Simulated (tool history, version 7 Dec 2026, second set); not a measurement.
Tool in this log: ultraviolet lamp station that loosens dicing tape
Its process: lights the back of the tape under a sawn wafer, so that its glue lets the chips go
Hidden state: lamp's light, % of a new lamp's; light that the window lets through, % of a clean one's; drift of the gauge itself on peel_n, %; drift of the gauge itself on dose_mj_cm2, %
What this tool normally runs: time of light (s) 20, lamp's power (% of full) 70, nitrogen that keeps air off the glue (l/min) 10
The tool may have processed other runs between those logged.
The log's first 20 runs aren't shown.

run   hour  time of light (s)  lamp's power (% of full)  nitrogen that keeps air off the glue (l/min)  hours of work of the lamp  hours of work since the window was cleaned  force that peels the tape off (N)  light that reached the tape (mJ/cm2)
 21  199.4                 29                        70                                            10                        178                                          40                              0.677                                   250
 22  206.6                 20                        70                                            10                        182                                          45                              1.599                                   172
 23  213.8                 12                        81                                            20                        186                                          49                              2.145                                   117
 24  222.6                 19                        89                                            12                        191                                          54                              0.973                                   209
 25  235.4                 20                        70                                             9                        198                                          61                              1.687                                   172
 26  245.1                 20                        70                                             9                        204                                          67                              1.675                                   170
 27  251.9                 20                        86                                             7                        208                                          70                              1.401                                   202
 28    262                 15                        71                                            19                        214                                          76                              1.938                                   133
 29  270.7                 15                        71                                            19                        219                                          81                              1.906                                   127
 30  281.4                 26                        99                                            14                        225                                          87                              0.291                                   310
 31  290.4                 26                        99                                            14                        230                                          93                              0.292                                   308
 32  297.1                 26                        99                                            14                        234                                          96                              0.318                                   305
 33    303                 26                        99                                            14                        237                                         100                              0.309                                   311
 34  315.9                 32                        85                                            14                        244                                         107                              0.264                                   327
 35  324.8                 32                        85                                            14                        249                                         112                              0.257                                   321
 36  336.5                 39                        70                                             4                        256                                         119                              0.799                                   326
 37    342                 39                        70                                             4                        259                                         122                              0.819                                   324
 38  347.8                 32                        82                                             5                        263                                         125                              0.762                                   308
 39  353.4                 32                        82                                             5                        266                                         128                              0.726                                   308
 40  363.5                 24                        82                                             5                        272                                         134                              1.386                                   233
 41  373.5                 24                        82                                             5                        277                                         140                              1.405                                   238
 42  386.2                 11                        78                                             4                        285                                         147                              4.669                                    99
 43  394.4                 20                        94                                            12                        289                                         152                              0.823                                   218

Below are 3 alternative next runs, each starting from the tool's condition after run 43. Predict each:
  A  400.3                 11                        70                                            10                        293                                         155                                  ?                                     ?
  B  400.3                 28                        76                                             7                        293                                         155                                  ?                                     ?
  C  400.3                 20                        79                                             5                        293                                         155                                  ?                                     ?

run  force that peels the tape off (N)  light that reached the tape (mJ/cm2)
  A                              3.796                                    89
  B                              0.927                                   249
  C                              2.054                                   184
What these runs would have given with no unlogged condition in the tool:
run  force that peels the tape off (N)  light that reached the tape (mJ/cm2)
  A                              3.402                                    99
  B                              0.722                                   277
  C                              1.725                                   205
